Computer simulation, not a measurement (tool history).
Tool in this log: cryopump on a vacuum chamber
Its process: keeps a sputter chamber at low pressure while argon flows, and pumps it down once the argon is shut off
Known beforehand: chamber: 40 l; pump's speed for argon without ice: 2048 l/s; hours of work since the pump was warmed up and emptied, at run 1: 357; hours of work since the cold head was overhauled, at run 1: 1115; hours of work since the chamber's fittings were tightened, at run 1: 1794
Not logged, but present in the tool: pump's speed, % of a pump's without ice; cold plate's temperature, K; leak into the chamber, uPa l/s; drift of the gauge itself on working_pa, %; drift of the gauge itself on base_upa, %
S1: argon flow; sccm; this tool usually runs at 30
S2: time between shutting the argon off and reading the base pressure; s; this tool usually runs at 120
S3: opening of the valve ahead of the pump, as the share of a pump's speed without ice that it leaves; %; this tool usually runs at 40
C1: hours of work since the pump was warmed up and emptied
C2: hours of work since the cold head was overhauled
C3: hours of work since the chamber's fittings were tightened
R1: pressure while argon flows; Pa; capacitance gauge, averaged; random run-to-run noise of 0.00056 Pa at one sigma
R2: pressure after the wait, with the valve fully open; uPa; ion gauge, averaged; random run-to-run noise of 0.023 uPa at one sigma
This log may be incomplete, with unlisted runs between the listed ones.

run 1 hour=0 | S1=30 S2=120 S3=40 | C1=357 C2=1115 C3=1794 | R1=0.0654 R2=1.41
run 2 hour=40.9 | S1=30 S2=120 S3=40 | C1=389 C2=1146 C3=1826 | R1=0.0654 R2=1.39
run 3 hour=78.5 | S1=30 S2=120 S3=40 | C1=418 C2=1175 C3=1855 | R1=0.065 R2=1.46
run 4 hour=108.3 | S1=30 S2=120 S3=40 | C1=441 C2=1198 C3=1878 | R1=0.0669 R2=1.42
run 5 hour=146.7 | S1=30 S2=120 S3=40 | C1=471 C2=1228 C3=1908 | R1=0.0662 R2=1.39
run 6 hour=183.6 | S1=30 S2=120 S3=40 | C1=499 C2=1256 C3=1936 | R1=0.066 R2=1.48
run 7 hour=210.5 | S1=19 S2=120 S3=40 | C1=520 C2=1277 C3=1957 | R1=0.042 R2=1.47
run 8 hour=240.7 | S1=19 S2=120 S3=40 | C1=543 C2=1300 C3=1980 | R1=0.0425 R2=1.5
run 9 hour=291.8 | S1=19 S2=120 S3=40 | C1=583 C2=1340 C3=2020 | R1=0.0428 R2=1.55
run 10 hour=347 | S1=19 S2=120 S3=40 | C1=625 C2=1383 C3=2062 | R1=0.043 R2=1.57
run 11 hour=377 | S1=15 S2=120 S3=40 | C1=649 C2=1406 C3=2086 | R1=0.0348 R2=1.51
run 12 hour=411.9 | S1=15 S2=120 S3=40 | C1=675 C2=1433 C3=2112 | R1=0.0348 R2=1.59
run 13 hour=445 | S1=15 S2=120 S3=40 | C1=701 C2=1458 C3=2138 | R1=0.0341 R2=1.57
-- hour=492.2 pump warmed up, emptied and cooled again
run 14 hour=510.3 | S1=15 S2=120 S3=40 | C1=14 C2=1505 C3=2185 | R1=0.032 R2=1.41
run 15 hour=548.8 | S1=33 S2=55 S3=40 | C1=44 C2=1535 C3=2214 | R1=0.0689 R2=2.12
run 16 hour=595.2 | S1=37 S2=295 S3=24 | C1=80 C2=1570 C3=2250 | R1=0.1288 R2=1.09
run 17 hour=648.6 | S1=29 S2=21 S3=40 | C1=121 C2=1612 C3=2291 | R1=0.0611 R2=4.39
run 18 hour=709.6 | S1=29 S2=21 S3=40 | C1=168 C2=1659 C3=2339 | R1=0.0614 R2=4.27
run 19 hour=745.9 | S1=29 S2=21 S3=40 | C1=196 C2=1687 C3=2367 | R1=0.0619 R2=4.29
run 20 hour=774.1 | S1=14 S2=137 S3=38 | C1=218 C2=1709 C3=2388 | R1=0.0317 R2=1.5
run 21 hour=821.9 | S1=14 S2=137 S3=38 | C1=255 C2=1745 C3=2425 | R1=0.0313 R2=1.5
run 22 hour=852.6 | S1=30 S2=120 S3=22 | C1=278 C2=1769 C3=2449 | R1=0.1132 R2=1.59
run 23 hour=881.1 | S1=30 S2=120 S3=22 | C1=300 C2=1791 C3=2471 | R1=0.114 R2=1.58
run 24 hour=944.6 | S1=43 S2=31 S3=49 | C1=349 C2=1840 C3=2520 | R1=0.0762 R2=3.29
run 25 hour=1007.7 | S1=43 S2=31 S3=49 | C1=398 C2=1889 C3=2569 | R1=0.0773 R2=3.37
run 26 hour=1056.9 | S1=18 S2=151 S3=29 | C1=436 C2=1927 C3=2607 | R1=0.0537 R2=1.56
run 27 hour=1093.9 | S1=15 S2=151 S3=29 | C1=465 C2=1956 C3=2635 | R1=0.0444 R2=1.61

Predict each of these 3 candidate next runs independently; none follows another, all start after run 27:
run A hour=1148.3 | S1=18 S2=120 S3=19 | C1=507 C2=1998 C3=2677 | R1=? R2=?
run B hour=1148.3 | S1=15 S2=103 S3=29 | C1=507 C2=1998 C3=2677 | R1=? R2=?
run C hour=1148.3 | S1=30 S2=89 S3=24 | C1=507 C2=1998 C3=2677 | R1=? R2=?

run=A R1=0.081 R2=1.67
run=B R1=0.045 R2=1.84
run=C R1=0.108 R2=1.92
What these runs would have given with no unlogged condition in the tool:
run=A R1=0.0783 R2=0.72
run=B R1=0.0428 R2=0.86
run=C R1=0.1036 R2=0.93
